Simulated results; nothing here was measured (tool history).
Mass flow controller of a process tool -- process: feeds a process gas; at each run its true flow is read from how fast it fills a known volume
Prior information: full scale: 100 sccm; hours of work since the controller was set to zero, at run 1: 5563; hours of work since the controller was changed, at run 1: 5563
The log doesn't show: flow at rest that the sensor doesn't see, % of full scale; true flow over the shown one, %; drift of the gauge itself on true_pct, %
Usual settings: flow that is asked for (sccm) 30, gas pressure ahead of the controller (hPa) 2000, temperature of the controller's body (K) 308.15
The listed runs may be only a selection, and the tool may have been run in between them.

run,hour,flow that is asked for (sccm),gas pressure ahead of the controller (hPa),temperature of the controller's body (K),hours of work since the controller was set to zero,hours of work since the controller was changed,true flow (%)
1,0.0,30,2000,308.15,5563,5563,99.71
2,270.8,30,2000,308.15,5670,5670,99.64
3,460.7,12,2000,308.15,5745,5745,102.88
4,749.0,12,2000,308.15,5859,5859,103.06
5,1001.7,30,2000,308.15,5959,5959,99.76
6,1350.4,30,2000,308.15,6097,6097,99.94
7,1524.2,30,2000,308.15,6166,6166,99.77
8,1717.1,30,2000,308.15,6243,6243,99.78
9,2074.8,30,2140,299.15,6384,6384,100.70
10,2417.1,30,2140,299.15,6520,6520,100.74
11,2685.1,30,2140,299.15,6626,6626,100.86
12,2954.8,13,1960,295.15,6733,6733,104.68
13,3127.4,63,2730,295.15,6801,6801,99.95
14,3455.9,17,2000,312.15,6931,6931,101.61
15,3757.1,17,2000,312.15,7051,7051,101.85
16,3991.7,17,2000,311.15,7144,7144,101.82

Results for each run, recomputed without the tool's hidden state and with each run's random variation untouched:
run,true flow (%)
1,98.06
2,97.95
3,97.61
4,97.67
5,97.98
6,98.13
7,97.93
8,97.92
9,98.81
10,98.80
11,98.89
12,98.99
13,99.41
14,97.33
15,97.48
16,97.40

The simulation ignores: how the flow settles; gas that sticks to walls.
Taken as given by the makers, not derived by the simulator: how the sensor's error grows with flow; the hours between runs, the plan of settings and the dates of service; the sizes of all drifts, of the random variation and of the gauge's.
